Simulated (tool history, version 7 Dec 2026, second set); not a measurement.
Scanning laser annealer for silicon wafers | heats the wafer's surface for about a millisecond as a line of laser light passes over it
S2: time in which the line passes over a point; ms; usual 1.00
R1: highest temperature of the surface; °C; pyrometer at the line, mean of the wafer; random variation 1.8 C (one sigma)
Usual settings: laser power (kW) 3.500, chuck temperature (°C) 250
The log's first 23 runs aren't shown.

-- day=13.458 window over the wafer cleaned
run 24 day=13.929 | laser_power_(kW)=2.990 S2=0.97 chuck_temperature_(°C)=212 | R1=793
run 25 day=14.425 | laser_power_(kW)=3.446 S2=0.99 chuck_temperature_(°C)=212 | R1=900
run 26 day=14.850 | laser_power_(kW)=3.446 S2=0.99 chuck_temperature_(°C)=212 | R1=900
run 27 day=15.246 | laser_power_(kW)=3.327 S2=1.00 chuck_temperature_(°C)=250 | R1=913
run 28 day=15.733 | laser_power_(kW)=3.396 S2=1.00 chuck_temperature_(°C)=227 | R1=908
run 29 day=16.233 | laser_power_(kW)=3.744 S2=1.00 chuck_temperature_(°C)=213 | R1=974
run 30 day=17.042 | laser_power_(kW)=3.100 S2=1.22 chuck_temperature_(°C)=213 | R1=887
run 31 day=17.783 | laser_power_(kW)=3.100 S2=1.22 chuck_temperature_(°C)=213 | R1=892
run 32 day=18.346 | laser_power_(kW)=3.779 S2=1.00 chuck_temperature_(°C)=213 | R1=980
run 33 day=18.792 | laser_power_(kW)=3.351 S2=0.88 chuck_temperature_(°C)=287 | R1=912
run 34 day=19.433 | laser_power_(kW)=3.351 S2=0.88 chuck_temperature_(°C)=287 | R1=912
run 35 day=19.829 | laser_power_(kW)=3.274 S2=1.00 chuck_temperature_(°C)=241 | R1=888
run 36 day=20.612 | laser_power_(kW)=3.516 S2=0.71 chuck_temperature_(°C)=259 | R1=850
run 37 day=21.150 | laser_power_(kW)=3.681 S2=1.00 chuck_temperature_(°C)=287 | R1=1029
run 38 day=21.642 | laser_power_(kW)=3.681 S2=1.00 chuck_temperature_(°C)=287 | R1=1032
run 39 day=22.083 | laser_power_(kW)=3.046 S2=0.80 chuck_temperature_(°C)=273 | R1=802

5 ways to go on from here, each from the tool as it stands after run 39. What would each give?
run A day=22.512 | laser_power_(kW)=3.046 S2=1.05 chuck_temperature_(°C)=271 | R1=?
run B day=22.512 | laser_power_(kW)=3.064 S2=0.83 chuck_temperature_(°C)=273 | R1=?
run C day=22.512 | laser_power_(kW)=3.046 S2=0.93 chuck_temperature_(°C)=273 | R1=?
run D day=22.512 | laser_power_(kW)=3.082 S2=1.04 chuck_temperature_(°C)=241 | R1=?
run E day=22.512 | laser_power_(kW)=3.046 S2=0.82 chuck_temperature_(°C)=273 | R1=?

run=A R1=882
run=B R1=816
run=C R1=845
run=D R1=858
run=E R1=807
Without the tool's hidden state the same runs would have given:
run=A R1=892
run=B R1=825
run=C R1=855
run=D R1=869
run=E R1=817
